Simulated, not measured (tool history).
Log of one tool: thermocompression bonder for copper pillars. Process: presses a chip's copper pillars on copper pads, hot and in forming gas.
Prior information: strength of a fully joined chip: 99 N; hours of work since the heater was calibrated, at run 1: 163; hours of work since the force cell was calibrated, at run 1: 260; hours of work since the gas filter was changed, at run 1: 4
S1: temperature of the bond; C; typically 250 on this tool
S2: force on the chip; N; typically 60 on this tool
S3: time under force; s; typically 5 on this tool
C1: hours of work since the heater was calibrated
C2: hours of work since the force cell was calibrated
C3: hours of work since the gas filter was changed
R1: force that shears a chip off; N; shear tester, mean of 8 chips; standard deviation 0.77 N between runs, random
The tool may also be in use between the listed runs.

| run | hour | S1 | S2 | S3 | C1 | C2 | C3 | R1 |
|---|---|---|---|---|---|---|---|---|
| 1 | 0.0 | 250 | 60 | 5 | 163 | 260 | 4 | 55.7 |
| 2 | 15.1 | 250 | 60 | 5 | 174 | 272 | 16 | 54.8 |
| 3 | 23.8 | 250 | 60 | 5 | 181 | 279 | 23 | 55.7 |
| 4 | 34.6 | 250 | 60 | 5 | 190 | 287 | 31 | 56.6 |
| 5 | 41.2 | 250 | 60 | 5 | 195 | 292 | 36 | 55.5 |
| 6 | 54.2 | 250 | 60 | 10 | 205 | 303 | 46 | 67.0 |
| 7 | 66.3 | 250 | 60 | 10 | 214 | 312 | 56 | 66.9 |
| 8 | 81.9 | 250 | 60 | 10 | 226 | 324 | 68 | 65.6 |
| 9 | 95.2 | 250 | 60 | 10 | 237 | 334 | 78 | 66.7 |
| 10 | 102.6 | 250 | 60 | 10 | 242 | 340 | 84 | 64.1 |
| 11 | 111.0 | 254 | 60 | 5 | 249 | 347 | 90 | 55.1 |
| 12 | 118.4 | 254 | 60 | 5 | 255 | 353 | 96 | 54.3 |
| 13 | 125.6 | 254 | 60 | 5 | 260 | 358 | 102 | 54.5 |
| 14 | 137.5 | 254 | 60 | 5 | 270 | 367 | 111 | 54.1 |
| 15 | 149.6 | 254 | 60 | 5 | 279 | 377 | 120 | 54.0 |
| 16 | 162.1 | 254 | 60 | 5 | 289 | 386 | 130 | 55.0 |
| 17 | 175.0 | 254 | 60 | 5 | 299 | 396 | 140 | 52.9 |
| 18 | 185.1 | 226 | 38 | 7 | 307 | 404 | 148 | 29.7 |
| 19 | 200.4 | 229 | 38 | 7 | 319 | 416 | 160 | 30.6 |
| 20 | 213.9 | 229 | 38 | 5 | 329 | 427 | 170 | 25.9 |
|  | 223.8 | forming gas filter changed |
| 21 | 230.0 | 229 | 38 | 5 | 341 | 439 | 5 | 28.9 |
| 22 | 241.4 | 229 | 38 | 5 | 350 | 448 | 14 | 28.6 |
| 23 | 255.4 | 275 | 75 | 15 | 361 | 459 | 25 | 89.8 |
| 24 | 270.8 | 259 | 87 | 3 | 373 | 471 | 37 | 65.4 |
| 25 | 286.4 | 242 | 37 | 5 | 385 | 483 | 49 | 33.1 |
| 26 | 298.4 | 242 | 37 | 5 | 394 | 492 | 58 | 32.0 |
| 27 | 310.9 | 236 | 39 | 9 | 404 | 502 | 68 | 38.6 |
| 28 | 325.1 | 236 | 39 | 9 | 415 | 513 | 79 | 39.2 |
| 29 | 332.1 | 236 | 39 | 9 | 421 | 518 | 84 | 36.9 |
| 30 | 339.4 | 236 | 39 | 9 | 426 | 524 | 90 | 38.6 |
| 31 | 347.0 | 250 | 60 | 11 | 432 | 530 | 96 | 63.7 |
| 32 | 353.5 | 250 | 60 | 11 | 437 | 535 | 101 | 64.3 |

Across each entry between runs, compare the hidden state at the last listed run before it with the hidden state at the first listed run after it:
Between runs 20 and 21: forming gas filter changed (hour 223.8)
  true temperature of the bond over the reading, C: -4.4 -> -4.6; force that reaches the chip, % of what is set: 97.5 -> 97.4; oxide that the forming gas leaves, % of the face: 9.29 -> 0.81
  what was measured, less what the result would be without the hidden state, R1: -5.0 -> -2.8 N

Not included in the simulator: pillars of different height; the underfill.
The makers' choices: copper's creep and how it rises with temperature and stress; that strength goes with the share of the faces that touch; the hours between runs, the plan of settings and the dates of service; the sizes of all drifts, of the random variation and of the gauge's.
